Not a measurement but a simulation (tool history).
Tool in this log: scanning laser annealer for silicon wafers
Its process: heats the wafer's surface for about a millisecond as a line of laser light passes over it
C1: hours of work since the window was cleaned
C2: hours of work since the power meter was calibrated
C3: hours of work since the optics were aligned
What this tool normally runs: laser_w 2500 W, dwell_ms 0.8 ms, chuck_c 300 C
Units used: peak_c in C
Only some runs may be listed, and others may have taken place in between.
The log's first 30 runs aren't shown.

Run 31, hour 692.8: usual settings but laser_w 2551 W, dwell_ms 0.821 ms; C1 294; C2 623; C3 123. Result: peak_c 1000 C.
Run 32, hour 716.9: usual settings but laser_w 2681 W, dwell_ms 0.572 ms, chuck_c 263 C; C1 304; C2 633; C3 133. Result: peak_c 876 C.
Run 33, hour 741.4: usual settings but laser_w 2681 W, dwell_ms 0.572 ms, chuck_c 263 C; C1 314; C2 643; C3 143. Result: peak_c 877 C.
Run 34, hour 757.2: usual settings but laser_w 2436 W, dwell_ms 0.722 ms; C1 321; C2 650; C3 149. Result: peak_c 913 C.
Run 35, hour 780.3: usual settings but laser_w 2436 W, dwell_ms 0.722 ms; C1 330; C2 659; C3 159. Result: peak_c 911 C.
Run 36, hour 811.3: usual settings but dwell_ms 0.821 ms; C1 343; C2 672; C3 172. Result: peak_c 979 C.
At hour 830.6: window over the wafer cleaned.
Run 37, hour 840.5: usual settings but dwell_ms 0.821 ms; C1 4; C2 683; C3 183. Result: peak_c 1019 C.
Run 38, hour 864: usual settings but laser_w 2491 W, dwell_ms 0.569 ms, chuck_c 265 C; C1 14; C2 693; C3 193. Result: peak_c 848 C.
Run 39, hour 878.7: usual settings but laser_w 2177 W, dwell_ms 0.739 ms; C1 20; C2 699; C3 199. Result: peak_c 862 C.
Run 40, hour 897: usual settings but laser_w 2177 W, dwell_ms 0.739 ms; C1 28; C2 707; C3 206. Result: peak_c 863 C.

Predict each of these 4 candidate next runs independently; none follows another, all start after run 40:
Run A, hour 918.6: usual settings but laser_w 2177 W, dwell_ms 0.739 ms, chuck_c 295 C; C1 36; C2 716; C3 215. Result: peak_c ?.
Run B, hour 918.6: usual settings but laser_w 2306 W, dwell_ms 0.838 ms; C1 36; C2 716; C3 215. Result: peak_c ?.
Run C, hour 918.6: usual settings but laser_w 2670 W; C1 36; C2 716; C3 215. Result: peak_c ?.
Run D, hour 918.6: usual settings but dwell_ms 0.741 ms; C1 36; C2 716; C3 215. Result: peak_c ?.

run  peak_c
  A     854
  B     953
  C    1071
  D     974
Take away the tool's hidden state, keep each run's random variation, and the runs would have read:
run  peak_c
  A     859
  B     959
  C    1077
  D     980

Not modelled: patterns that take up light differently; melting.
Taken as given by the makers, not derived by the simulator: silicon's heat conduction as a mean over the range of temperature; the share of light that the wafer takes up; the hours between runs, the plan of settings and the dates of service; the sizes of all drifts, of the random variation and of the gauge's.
